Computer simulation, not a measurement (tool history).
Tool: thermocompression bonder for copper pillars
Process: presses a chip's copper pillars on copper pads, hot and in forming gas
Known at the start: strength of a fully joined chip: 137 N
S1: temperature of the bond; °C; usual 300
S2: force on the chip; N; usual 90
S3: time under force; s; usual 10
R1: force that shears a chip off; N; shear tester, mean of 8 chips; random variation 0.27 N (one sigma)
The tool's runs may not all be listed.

run	hour	S1	S2	S3	R1
1	0.0	300	90	10	83.1
2	28.8	300	90	10	82.7
3	45.7	300	90	10	82.4
4	72.5	300	90	10	82.5
# hour 79.4: forming gas filter changed
5	101.6	300	90	10	86.5
6	126.5	300	90	25	107.8
7	158.4	300	90	25	107.3
8	174.5	300	90	25	107.6
9	187.9	300	90	25	106.9
10	215.7	300	90	25	106.5
11	233.4	299	90	10	84.6
12	257.8	300	90	13	90.7
13	277.4	300	90	13	90.7
14	295.8	300	90	13	90.5
15	319.6	300	90	10	83.9
16	339.2	300	90	10	83.8
17	368.1	300	90	10	83.0
18	395.2	300	90	10	83.2
# hour 398.2: force cell calibrated
19	426.2	300	90	10	82.3
20	442.3	300	117	10	93.5
21	457.4	325	90	16	105.3
# hour 460.9: forming gas filter changed
# hour 470.5: force cell calibrated, once more
22	476.2	323	56	8	73.3
23	501.0	303	56	8	62.7
24	522.6	315	90	5	77.7
25	545.2	271	56	18	64.0
26	574.7	271	111	10	79.3
27	593.3	271	111	10	79.3
28	607.4	271	111	10	79.1
29	637.0	271	111	10	78.4
30	654.9	271	82	9	63.4
31	668.3	271	82	9	63.2
32	691.0	271	82	9	63.4
33	706.8	306	60	12	75.3
34	732.7	300	62	28	93.8
35	755.8	292	69	15	78.8
36	778.3	317	90	9	91.2
37	797.8	317	90	9	90.0
38	820.0	301	59	11	69.0
39	836.6	300	57	13	71.1
# hour 840.9: forming gas filter changed
40	863.5	317	90	15	106.4

Forecast each of these 3 alternatives for the next run:
A	879.9	274	107	12	?
B	879.9	300	88	5	?
C	879.9	317	100	15	?

run	R1
A	85.4
B	69.9
C	110.5
Without the tool's hidden state the same runs would have given:
run	R1
A	83.6
B	68.4
C	109.5
